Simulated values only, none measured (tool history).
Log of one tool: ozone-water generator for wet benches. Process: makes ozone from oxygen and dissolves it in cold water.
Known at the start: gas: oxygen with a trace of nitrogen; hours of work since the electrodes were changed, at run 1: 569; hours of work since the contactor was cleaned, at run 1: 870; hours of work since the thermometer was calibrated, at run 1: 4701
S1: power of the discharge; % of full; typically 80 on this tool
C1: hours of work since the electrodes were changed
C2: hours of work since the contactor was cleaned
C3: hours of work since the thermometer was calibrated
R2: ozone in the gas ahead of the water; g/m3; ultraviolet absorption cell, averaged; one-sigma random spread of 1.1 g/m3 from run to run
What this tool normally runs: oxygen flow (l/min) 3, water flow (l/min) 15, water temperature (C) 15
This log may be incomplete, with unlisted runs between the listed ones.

run 1 hour=0 | S1=80 oxygen_flow_(l/min)=3 water_flow_(l/min)=15 water_temperature_(C)=15 | C1=569 C2=870 C3=4701 | dissolved_ozone_(ppm)=17.9 R2=198.6
run 2 hour=34.4 | S1=80 oxygen_flow_(l/min)=3 water_flow_(l/min)=15 water_temperature_(C)=15 | C1=596 C2=898 C3=4729 | dissolved_ozone_(ppm)=17.9 R2=198.9
run 3 hour=59.2 | S1=80 oxygen_flow_(l/min)=3 water_flow_(l/min)=15 water_temperature_(C)=15 | C1=617 C2=918 C3=4749 | dissolved_ozone_(ppm)=17.7 R2=199.3
run 4 hour=87.3 | S1=80 oxygen_flow_(l/min)=3 water_flow_(l/min)=15 water_temperature_(C)=15 | C1=639 C2=941 C3=4772 | dissolved_ozone_(ppm)=17.5 R2=197.4
run 5 hour=121.6 | S1=80 oxygen_flow_(l/min)=3 water_flow_(l/min)=15 water_temperature_(C)=15 | C1=667 C2=968 C3=4800 | dissolved_ozone_(ppm)=17.8 R2=198.9
run 6 hour=144.7 | S1=80 oxygen_flow_(l/min)=3 water_flow_(l/min)=15 water_temperature_(C)=15 | C1=686 C2=987 C3=4818 | dissolved_ozone_(ppm)=17.5 R2=199.7
run 7 hour=179 | S1=80 oxygen_flow_(l/min)=3 water_flow_(l/min)=15 water_temperature_(C)=15 | C1=714 C2=1015 C3=4846 | dissolved_ozone_(ppm)=17.9 R2=197.9
run 8 hour=204.3 | S1=80 oxygen_flow_(l/min)=3 water_flow_(l/min)=15 water_temperature_(C)=15 | C1=734 C2=1035 C3=4866 | dissolved_ozone_(ppm)=17.9 R2=197.5
run 9 hour=240.3 | S1=80 oxygen_flow_(l/min)=3 water_flow_(l/min)=15 water_temperature_(C)=15 | C1=763 C2=1065 C3=4896 | dissolved_ozone_(ppm)=17.5 R2=197.1
run 10 hour=273.9 | S1=80 oxygen_flow_(l/min)=3 water_flow_(l/min)=15 water_temperature_(C)=15 | C1=790 C2=1092 C3=4923 | dissolved_ozone_(ppm)=17.6 R2=196.5
run 11 hour=307.3 | S1=80 oxygen_flow_(l/min)=3 water_flow_(l/min)=15 water_temperature_(C)=15 | C1=818 C2=1119 C3=4950 | dissolved_ozone_(ppm)=17.7 R2=198.3
run 12 hour=328.1 | S1=80 oxygen_flow_(l/min)=3 water_flow_(l/min)=15 water_temperature_(C)=15 | C1=834 C2=1136 C3=4967 | dissolved_ozone_(ppm)=17.8 R2=196.5
run 13 hour=363.5 | S1=80 oxygen_flow_(l/min)=3 water_flow_(l/min)=15 water_temperature_(C)=15 | C1=863 C2=1164 C3=4996 | dissolved_ozone_(ppm)=17.8 R2=198.9
-- hour=367.6 water thermometer calibrated
run 14 hour=390.6 | S1=80 oxygen_flow_(l/min)=3 water_flow_(l/min)=15 water_temperature_(C)=15 | C1=885 C2=1186 C3=19 | dissolved_ozone_(ppm)=17.7 R2=199.3
run 15 hour=423 | S1=80 oxygen_flow_(l/min)=3 water_flow_(l/min)=11 water_temperature_(C)=15 | C1=911 C2=1212 C3=45 | dissolved_ozone_(ppm)=22.5 R2=195.9
run 16 hour=459.1 | S1=80 oxygen_flow_(l/min)=3 water_flow_(l/min)=11 water_temperature_(C)=15 | C1=940 C2=1241 C3=74 | dissolved_ozone_(ppm)=22.5 R2=199.4
run 17 hour=486.6 | S1=80 oxygen_flow_(l/min)=3 water_flow_(l/min)=15 water_temperature_(C)=15 | C1=962 C2=1264 C3=96 | dissolved_ozone_(ppm)=17.7 R2=195.9
run 18 hour=522.4 | S1=41 oxygen_flow_(l/min)=1.81 water_flow_(l/min)=19 water_temperature_(C)=10 | C1=991 C2=1293 C3=125 | dissolved_ozone_(ppm)=8 R2=157.5
-- hour=561 water thermometer calibrated, once more
run 19 hour=561.2 | S1=41 oxygen_flow_(l/min)=1.81 water_flow_(l/min)=19 water_temperature_(C)=10 | C1=1022 C2=1324 C3=0 | dissolved_ozone_(ppm)=8.1 R2=157
run 20 hour=599.1 | S1=64 oxygen_flow_(l/min)=3.55 water_flow_(l/min)=19 water_temperature_(C)=10 | C1=1053 C2=1354 C3=31 | dissolved_ozone_(ppm)=12.7 R2=147.1
run 21 hour=630.2 | S1=80 oxygen_flow_(l/min)=1.74 water_flow_(l/min)=11 water_temperature_(C)=15 | C1=1078 C2=1380 C3=56 | dissolved_ozone_(ppm)=23.2 R2=281.9
run 22 hour=668.5 | S1=80 oxygen_flow_(l/min)=2.49 water_flow_(l/min)=21 water_temperature_(C)=15 | C1=1109 C2=1411 C3=87 | dissolved_ozone_(ppm)=13.1 R2=221
run 23 hour=699.9 | S1=80 oxygen_flow_(l/min)=2.97 water_flow_(l/min)=21 water_temperature_(C)=16 | C1=1135 C2=1436 C3=113 | dissolved_ozone_(ppm)=13 R2=199.2
run 24 hour=716.6 | S1=80 oxygen_flow_(l/min)=2.97 water_flow_(l/min)=21 water_temperature_(C)=16 | C1=1148 C2=1450 C3=126 | dissolved_ozone_(ppm)=12.9 R2=199.6
run 25 hour=755.4 | S1=80 oxygen_flow_(l/min)=2.97 water_flow_(l/min)=21 water_temperature_(C)=16 | C1=1180 C2=1481 C3=157 | dissolved_ozone_(ppm)=13 R2=200
run 26 hour=783.5 | S1=46 oxygen_flow_(l/min)=3 water_flow_(l/min)=15 water_temperature_(C)=11 | C1=1203 C2=1504 C3=180 | dissolved_ozone_(ppm)=11.7 R2=124.1
run 27 hour=821.8 | S1=46 oxygen_flow_(l/min)=3 water_flow_(l/min)=15 water_temperature_(C)=11 | C1=1234 C2=1535 C3=211 | dissolved_ozone_(ppm)=11.7 R2=123.9
run 28 hour=859 | S1=80 oxygen_flow_(l/min)=2.77 water_flow_(l/min)=15 water_temperature_(C)=7 | C1=1264 C2=1565 C3=241 | dissolved_ozone_(ppm)=19.1 R2=208.7
run 29 hour=895.6 | S1=69 oxygen_flow_(l/min)=2.83 water_flow_(l/min)=22 water_temperature_(C)=8 | C1=1293 C2=1595 C3=271 | dissolved_ozone_(ppm)=11.5 R2=183
run 30 hour=924.1 | S1=77 oxygen_flow_(l/min)=2.87 water_flow_(l/min)=21 water_temperature_(C)=8 | C1=1316 C2=1618 C3=294 | dissolved_ozone_(ppm)=13.4 R2=194.7
run 31 hour=957.6 | S1=48 oxygen_flow_(l/min)=2.87 water_flow_(l/min)=21 water_temperature_(C)=10 | C1=1344 C2=1645 C3=321 | dissolved_ozone_(ppm)=8.7 R2=132.8
run 32 hour=989 | S1=42 oxygen_flow_(l/min)=2.36 water_flow_(l/min)=9 water_temperature_(C)=14 | C1=1369 C2=1670 C3=347 | dissolved_ozone_(ppm)=15.8 R2=133.2
run 33 hour=1010.5 | S1=43 oxygen_flow_(l/min)=2.45 water_flow_(l/min)=17 water_temperature_(C)=14 | C1=1386 C2=1688 C3=364 | dissolved_ozone_(ppm)=9.3 R2=132.1

Alternative continuations, all from the tool just after run 33; predict every row:
run A hour=1046.9 | S1=80 oxygen_flow_(l/min)=3 water_flow_(l/min)=17 water_temperature_(C)=15 | C1=1416 C2=1717 C3=394 | dissolved_ozone_(ppm)=? R2=?
run B hour=1046.9 | S1=80 oxygen_flow_(l/min)=3 water_flow_(l/min)=13 water_temperature_(C)=15 | C1=1416 C2=1717 C3=394 | dissolved_ozone_(ppm)=? R2=?
run C hour=1046.9 | S1=80 oxygen_flow_(l/min)=4.2 water_flow_(l/min)=20 water_temperature_(C)=16 | C1=1416 C2=1717 C3=394 | dissolved_ozone_(ppm)=? R2=?

run=A dissolved_ozone_(ppm)=15.7 R2=194.9
run=B dissolved_ozone_(ppm)=19.7 R2=195.4
run=C dissolved_ozone_(ppm)=13.6 R2=156.1
With the hidden condition removed and each run's random variation left untouched, the same runs would have given:
run=A dissolved_ozone_(ppm)=16.3 R2=199.3
run=B dissolved_ozone_(ppm)=20.4 R2=199.9
run=C dissolved_ozone_(ppm)=14.1 R2=159.6
